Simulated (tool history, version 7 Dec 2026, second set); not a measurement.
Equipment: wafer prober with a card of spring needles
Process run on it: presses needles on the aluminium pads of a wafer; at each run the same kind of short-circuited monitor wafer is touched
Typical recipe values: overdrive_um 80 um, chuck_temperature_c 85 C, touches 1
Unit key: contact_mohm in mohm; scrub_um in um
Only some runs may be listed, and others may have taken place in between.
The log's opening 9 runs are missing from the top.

run,hour,overdrive_um,chuck_temperature_c,touches,touches since the tips were cleaned,cleanings since the card got new needles,touches since the first contact's height was set,contact_mohm,scrub_um
# hour 122.6: tips cleaned on abrasive film
10,129.3,80,85,2,2839,103,179808,304,15.94
# hour 131.9: tips cleaned on abrasive film
# hour 140.9: tips cleaned on abrasive film
# hour 149.7: tips cleaned on abrasive film
11,149.7,80,85,2,0,106,188318,284,15.73
# hour 159.0: tips cleaned on abrasive film
12,161.7,80,85,1,1151,107,193371,305,15.86
# hour 167.7: tips cleaned on abrasive film
13,172.2,80,85,1,1908,108,197785,313,15.83
# hour 176.9: tips cleaned on abrasive film
14,181.8,80,85,1,2077,109,201814,315,15.61
# hour 186.1: tips cleaned on abrasive film
# hour 194.6: tips cleaned on abrasive film
15,194.6,80,85,1,0,111,207177,285,15.72
# hour 203.0: tips cleaned on abrasive film
16,208.6,80,85,1,2374,112,213056,320,15.61
# hour 211.5: tips cleaned on abrasive film
# hour 219.6: tips cleaned on abrasive film
17,227.3,100,51,1,3269,114,220910,300,19.72
# hour 229.1: tips cleaned on abrasive film
# hour 237.3: tips cleaned on abrasive film
18,238.0,85,91,3,269,116,225376,286,16.58
# hour 246.0: tips cleaned on abrasive film
# hour 252.6: height of the first contact set anew
19,252.6,85,91,3,2674,117,0,297,17.25
# hour 254.4: tips cleaned on abrasive film
# hour 263.7: tips cleaned on abrasive film
20,263.7,85,91,3,0,119,4619,284,17.10
# hour 272.5: tips cleaned on abrasive film
21,274.4,79,119,1,775,120,9116,306,16.05
# hour 280.6: tips cleaned on abrasive film
22,285.6,79,119,1,2108,121,13824,325,15.93
# hour 289.4: tips cleaned on abrasive film
# hour 297.7: tips cleaned on abrasive film
23,297.7,83,115,2,0,123,18891,291,16.76
# hour 306.8: tips cleaned on abrasive film
# hour 314.9: tips cleaned on abrasive film
24,316.0,77,56,1,454,125,26550,286,15.55
# hour 323.4: tips cleaned on abrasive film
25,330.8,80,85,1,3147,126,32813,323,16.08
# hour 331.8: tips cleaned on abrasive film
# hour 341.0: tips cleaned on abrasive film
26,342.1,80,36,1,444,128,37501,281,16.20
# hour 349.8: tips cleaned on abrasive film
27,354.8,92,54,1,2123,129,42870,302,18.61
# hour 358.7: tips cleaned on abrasive film
# hour 367.2: tips cleaned on abrasive film
28,367.3,92,54,1,41,131,48069,274,18.50
# hour 375.5: tips cleaned on abrasive film
29,375.8,79,85,3,131,132,51658,287,15.94
# hour 384.3: tips cleaned on abrasive film
30,385.6,90,92,2,534,133,55751,289,18.12

The next listed run, before its measurement:
# hour 393.5: tips cleaned on abrasive film
31,395.9,90,92,2,1045,134,60110,?,?

For run 31 the tool returned contact_mohm 294 mohm, scrub_um 18.19 um.
The same run, on a tool lacking any hidden state, would have yielded contact_mohm 283 mohm, scrub_um 18.37 um.
